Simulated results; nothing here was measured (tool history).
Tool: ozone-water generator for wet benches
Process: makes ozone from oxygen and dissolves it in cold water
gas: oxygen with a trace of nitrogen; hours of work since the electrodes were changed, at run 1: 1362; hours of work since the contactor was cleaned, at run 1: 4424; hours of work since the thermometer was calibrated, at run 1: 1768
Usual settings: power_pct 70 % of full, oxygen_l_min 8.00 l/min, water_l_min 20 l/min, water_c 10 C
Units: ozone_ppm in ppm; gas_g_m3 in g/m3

run    hour  power_pct  oxygen_l_min  water_l_min  water_c  hours of work since the electrodes were changed  hours of work since the contactor was cleaned  hours of work since the thermometer was calibrated  ozone_ppm  gas_g_m3
  1     0.0         70          8.00           20       10                                             1362                                           4424                                                1768       32.4     192.6
  2   104.6         70          8.00           20       10                                             1436                                           4498                                                1843       32.2     192.7
  3   153.6         70          8.00           20       10                                             1471                                           4533                                                1877       32.4     191.4
  4   228.2         70          8.00           20       10                                             1524                                           4586                                                1930       32.0     191.5
  5   290.5         70          8.00           20       10                                             1568                                           4630                                                1974       32.1     190.7
  6   381.8         70          8.00           20       10                                             1633                                           4695                                                2039       32.2     191.5
  7   475.9         70          8.00           20       10                                             1699                                           4761                                                2105       32.2     188.5
  8   567.2         70          8.00           20       10                                             1764                                           4826                                                2170       32.3     189.7
  9   661.5         70          8.00           19       10                                             1830                                           4893                                                2237       33.4     189.2
 10   762.9         70          8.00           19       10                                             1902                                           4964                                                2308       33.6     188.2
 11   841.0         70          8.00           19       10                                             1958                                           5020                                                2364       33.7     187.5
      884.5  -- gauge calibrated
 12   896.1         70          8.00           20       10                                             1997                                           5059                                                2403       32.4     193.8
 13   941.0         70          8.00           16       10                                             2028                                           5090                                                2435       38.5     193.3
     1008.9  -- contactor cleaned
 14  1016.5         70          8.00           20       10                                             2079                                              5                                                2485       32.2     193.9
 15  1116.9         70          8.00           20       10                                             2150                                             76                                                2556       32.5     190.6
     1134.9  -- water thermometer calibrated
 16  1223.4         70          6.40           20       10                                             2225                                            151                                                  63       32.6     216.5
 17  1272.6         70          6.40           20       10                                             2260                                            186                                                  98       32.7     216.7
 18  1334.7         70          6.40           20       10                                             2304                                            230                                                 141       32.7     215.8
 19  1416.0         70          6.40           20       10                                             2361                                            288                                                 199       32.2     212.6
 20  1475.6         54          5.44           12        9                                             2404                                            330                                                 241       41.4     199.6
 21  1523.7         54          5.44           12        9                                             2438                                            364                                                 275       41.4     198.1
 22  1624.8         70          8.00           15        9                                             2509                                            436                                                 347       40.4     188.9
 23  1674.8         58          8.00           20       10                                             2545                                            471                                                 382       28.7     167.9
 24  1775.1         99          8.00           20       10                                             2615                                            542                                                 453       40.3     232.7
 25  1847.2         99          8.00           20       10                                             2667                                            593                                                 504       40.0     232.4
 26  1953.6         99         11.56           20       10                                             2742                                            668                                                 580       39.1     187.5
 27  2014.0         99          5.43           19       10                                             2785                                            711                                                 622       41.5     282.2
 28  2073.6         65         11.95           28       17                                             2827                                            753                                                 664       20.2     143.7
 29  2135.7         43          8.00           20       10                                             2871                                            797                                                 708       24.0     136.3
 30  2194.6         70         10.29           20       10                                             2912                                            839                                                 750       31.7     159.5
 31  2298.5         70         10.29           20       10                                             2986                                            912                                                 824       32.2     158.6
 32  2400.2         70         10.29           20       10                                             3058                                            984                                                 896       31.7     161.1
 33  2458.8         70         10.29           20       10                                             3099                                           1026                                                 937       31.9     159.5

Hidden state at the last listed run before each entry between runs and at the first one after, where it differs:
Between runs 11 and 12: gauge calibrated (hour 884.5)
  drift of the gauge itself on gas_g_m3, %: -2.81 -> -0.04
  measured less the result without the state, gas_g_m3: -5.6 -> -0.2 g/m3
Between runs 13 and 14: contactor cleaned (hour 1008.9)
  contactor's efficiency, % of a clean one's: 99.9 -> 100; drift of the gauge itself on gas_g_m3, %: -0.19 -> -0.43
  measured less the result without the state, gas_g_m3: -0.5 -> -1.0 g/m3
Between runs 15 and 16: water thermometer calibrated (hour 1134.9)
  drift of the gauge itself on gas_g_m3, %: -0.76 -> -1.12
  measured less the result without the state, gas_g_m3: -1.6 -> -2.6 g/m3

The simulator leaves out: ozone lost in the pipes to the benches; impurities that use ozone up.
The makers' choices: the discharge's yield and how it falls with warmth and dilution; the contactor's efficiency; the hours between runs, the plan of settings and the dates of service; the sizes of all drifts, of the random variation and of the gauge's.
